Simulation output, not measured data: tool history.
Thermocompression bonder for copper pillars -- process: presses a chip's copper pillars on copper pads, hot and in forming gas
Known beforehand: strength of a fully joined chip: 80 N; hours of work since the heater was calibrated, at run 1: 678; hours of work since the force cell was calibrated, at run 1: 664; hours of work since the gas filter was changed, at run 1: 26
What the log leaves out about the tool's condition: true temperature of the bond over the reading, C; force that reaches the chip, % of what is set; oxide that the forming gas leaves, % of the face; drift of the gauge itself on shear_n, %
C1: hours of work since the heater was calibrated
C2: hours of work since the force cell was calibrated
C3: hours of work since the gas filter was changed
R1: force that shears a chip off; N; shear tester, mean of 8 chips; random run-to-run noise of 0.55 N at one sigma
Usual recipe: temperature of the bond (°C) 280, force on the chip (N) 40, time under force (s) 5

{"run": 1, "hour": 0.0, "temperature of the bond (°C)": 280, "force on the chip (N)": 40, "time under force (s)": 5, "C1": 678, "C2": 664, "C3": 26, "R1": 39.4}
{"run": 2, "hour": 42.5, "temperature of the bond (°C)": 262, "force on the chip (N)": 40, "time under force (s)": 5, "C1": 702, "C2": 689, "C3": 50, "R1": 30.7}
{"run": 3, "hour": 64.8, "temperature of the bond (°C)": 280, "force on the chip (N)": 40, "time under force (s)": 5, "C1": 715, "C2": 702, "C3": 63, "R1": 39.5}
{"run": 4, "hour": 107.5, "temperature of the bond (°C)": 280, "force on the chip (N)": 40, "time under force (s)": 5, "C1": 740, "C2": 726, "C3": 88, "R1": 39.2}
{"run": 5, "hour": 126.6, "temperature of the bond (°C)": 280, "force on the chip (N)": 40, "time under force (s)": 5, "C1": 751, "C2": 737, "C3": 99, "R1": 39.6}
{"run": 6, "hour": 168.5, "temperature of the bond (°C)": 280, "force on the chip (N)": 40, "time under force (s)": 8, "C1": 775, "C2": 761, "C3": 123, "R1": 46.2}
{"run": 7, "hour": 208.9, "temperature of the bond (°C)": 280, "force on the chip (N)": 40, "time under force (s)": 8, "C1": 798, "C2": 785, "C3": 146, "R1": 45.5}
{"run": 8, "hour": 232.4, "temperature of the bond (°C)": 280, "force on the chip (N)": 40, "time under force (s)": 5, "C1": 812, "C2": 798, "C3": 160, "R1": 39.9}
{"hour": 237.9, "done": "heater calibrated with a thermocouple chip"}
{"run": 9, "hour": 253.9, "temperature of the bond (°C)": 280, "force on the chip (N)": 40, "time under force (s)": 5, "C1": 9, "C2": 810, "C3": 171, "R1": 40.3}
{"run": 10, "hour": 293.8, "temperature of the bond (°C)": 280, "force on the chip (N)": 40, "time under force (s)": 5, "C1": 32, "C2": 833, "C3": 194, "R1": 39.0}
{"hour": 305.0, "done": "force cell calibrated"}
{"run": 11, "hour": 336.4, "temperature of the bond (°C)": 280, "force on the chip (N)": 40, "time under force (s)": 5, "C1": 56, "C2": 18, "C3": 218, "R1": 40.4}
{"run": 12, "hour": 355.9, "temperature of the bond (°C)": 254, "force on the chip (N)": 40, "time under force (s)": 5, "C1": 67, "C2": 29, "C3": 229, "R1": 27.4}
{"run": 13, "hour": 397.5, "temperature of the bond (°C)": 280, "force on the chip (N)": 48, "time under force (s)": 5, "C1": 91, "C2": 53, "C3": 253, "R1": 44.2}
{"run": 14, "hour": 439.7, "temperature of the bond (°C)": 280, "force on the chip (N)": 48, "time under force (s)": 5, "C1": 115, "C2": 78, "C3": 277, "R1": 43.9}
{"run": 15, "hour": 462.0, "temperature of the bond (°C)": 273, "force on the chip (N)": 40, "time under force (s)": 5, "C1": 128, "C2": 91, "C3": 290, "R1": 35.4}
{"run": 16, "hour": 505.5, "temperature of the bond (°C)": 280, "force on the chip (N)": 40, "time under force (s)": 5, "C1": 153, "C2": 116, "C3": 315, "R1": 38.9}
{"run": 17, "hour": 529.3, "temperature of the bond (°C)": 280, "force on the chip (N)": 40, "time under force (s)": 5, "C1": 167, "C2": 129, "C3": 329, "R1": 39.1}
{"hour": 553.0, "done": "forming gas filter changed"}
{"run": 18, "hour": 563.2, "temperature of the bond (°C)": 280, "force on the chip (N)": 40, "time under force (s)": 5, "C1": 186, "C2": 149, "C3": 6, "R1": 39.6}
{"run": 19, "hour": 594.0, "temperature of the bond (°C)": 280, "force on the chip (N)": 40, "time under force (s)": 5, "C1": 204, "C2": 166, "C3": 24, "R1": 38.7}
{"run": 20, "hour": 632.0, "temperature of the bond (°C)": 280, "force on the chip (N)": 40, "time under force (s)": 5, "C1": 226, "C2": 188, "C3": 46, "R1": 39.6}
{"run": 21, "hour": 656.1, "temperature of the bond (°C)": 280, "force on the chip (N)": 34, "time under force (s)": 3, "C1": 240, "C2": 202, "C3": 59, "R1": 29.8}
{"run": 22, "hour": 677.0, "temperature of the bond (°C)": 280, "force on the chip (N)": 32, "time under force (s)": 5, "C1": 252, "C2": 214, "C3": 71, "R1": 34.5}
{"run": 23, "hour": 718.4, "temperature of the bond (°C)": 280, "force on the chip (N)": 32, "time under force (s)": 5, "C1": 276, "C2": 238, "C3": 95, "R1": 34.3}
{"run": 24, "hour": 753.9, "temperature of the bond (°C)": 288, "force on the chip (N)": 26, "time under force (s)": 9, "C1": 296, "C2": 259, "C3": 116, "R1": 41.7}
{"run": 25, "hour": 785.5, "temperature of the bond (°C)": 280, "force on the chip (N)": 40, "time under force (s)": 8, "C1": 315, "C2": 277, "C3": 134, "R1": 46.1}
{"run": 26, "hour": 822.5, "temperature of the bond (°C)": 280, "force on the chip (N)": 40, "time under force (s)": 8, "C1": 336, "C2": 298, "C3": 155, "R1": 46.7}
{"run": 27, "hour": 843.3, "temperature of the bond (°C)": 265, "force on the chip (N)": 40, "time under force (s)": 3, "C1": 348, "C2": 310, "C3": 167, "R1": 25.9}
{"run": 28, "hour": 884.1, "temperature of the bond (°C)": 280, "force on the chip (N)": 44, "time under force (s)": 12, "C1": 371, "C2": 334, "C3": 191, "R1": 53.7}
{"run": 29, "hour": 907.1, "temperature of the bond (°C)": 280, "force on the chip (N)": 44, "time under force (s)": 12, "C1": 385, "C2": 347, "C3": 204, "R1": 53.0}
{"run": 30, "hour": 935.5, "temperature of the bond (°C)": 280, "force on the chip (N)": 44, "time under force (s)": 12, "C1": 401, "C2": 363, "C3": 221, "R1": 53.8}
{"run": 31, "hour": 971.3, "temperature of the bond (°C)": 280, "force on the chip (N)": 55, "time under force (s)": 3, "C1": 422, "C2": 384, "C3": 241, "R1": 39.8}
{"run": 32, "hour": 1002.5, "temperature of the bond (°C)": 253, "force on the chip (N)": 32, "time under force (s)": 10, "C1": 440, "C2": 402, "C3": 259, "R1": 30.3}
{"run": 33, "hour": 1025.0, "temperature of the bond (°C)": 253, "force on the chip (N)": 32, "time under force (s)": 10, "C1": 453, "C2": 415, "C3": 272, "R1": 29.1}
{"run": 34, "hour": 1053.0, "temperature of the bond (°C)": 293, "force on the chip (N)": 40, "time under force (s)": 3, "C1": 469, "C2": 431, "C3": 288, "R1": 38.2}
{"run": 35, "hour": 1071.0, "temperature of the bond (°C)": 293, "force on the chip (N)": 40, "time under force (s)": 3, "C1": 479, "C2": 441, "C3": 299, "R1": 38.8}
{"run": 36, "hour": 1112.1, "temperature of the bond (°C)": 298, "force on the chip (N)": 32, "time under force (s)": 4, "C1": 503, "C2": 465, "C3": 322, "R1": 39.1}
{"hour": 1148.7, "done": "forming gas filter changed"}
{"run": 37, "hour": 1150.8, "temperature of the bond (°C)": 267, "force on the chip (N)": 56, "time under force (s)": 4, "C1": 525, "C2": 487, "C3": 1, "R1": 37.3}
{"run": 38, "hour": 1171.9, "temperature of the bond (°C)": 280, "force on the chip (N)": 32, "time under force (s)": 11, "C1": 537, "C2": 499, "C3": 13, "R1": 43.3}
{"run": 39, "hour": 1190.2, "temperature of the bond (°C)": 280, "force on the chip (N)": 32, "time under force (s)": 11, "C1": 548, "C2": 510, "C3": 24, "R1": 44.2}
{"run": 40, "hour": 1209.6, "temperature of the bond (°C)": 274, "force on the chip (N)": 40, "time under force (s)": 5, "C1": 559, "C2": 521, "C3": 35, "R1": 37.0}

Take each entry between the runs: how does the hidden state at the last listed run before it differ from the hidden state at the first listed run after it?
Runs 8 to 9: heater calibrated with a thermocouple chip (hour 237.9)
  true temperature of the bond over the reading, C: -0.2 -> -0.1
Runs 10 to 11: force cell calibrated (hour 305.0)
  force that reaches the chip, % of what is set: 99.7 -> 100; oxide that the forming gas leaves, % of the face: 0.57 -> 0.58
Runs 17 to 18: forming gas filter changed (hour 553.0)
  oxide that the forming gas leaves, % of the face: 0.62 -> 0.51
Runs 36 to 37: forming gas filter changed (hour 1148.7)
  oxide that the forming gas leaves, % of the face: 0.62 -> 0.5
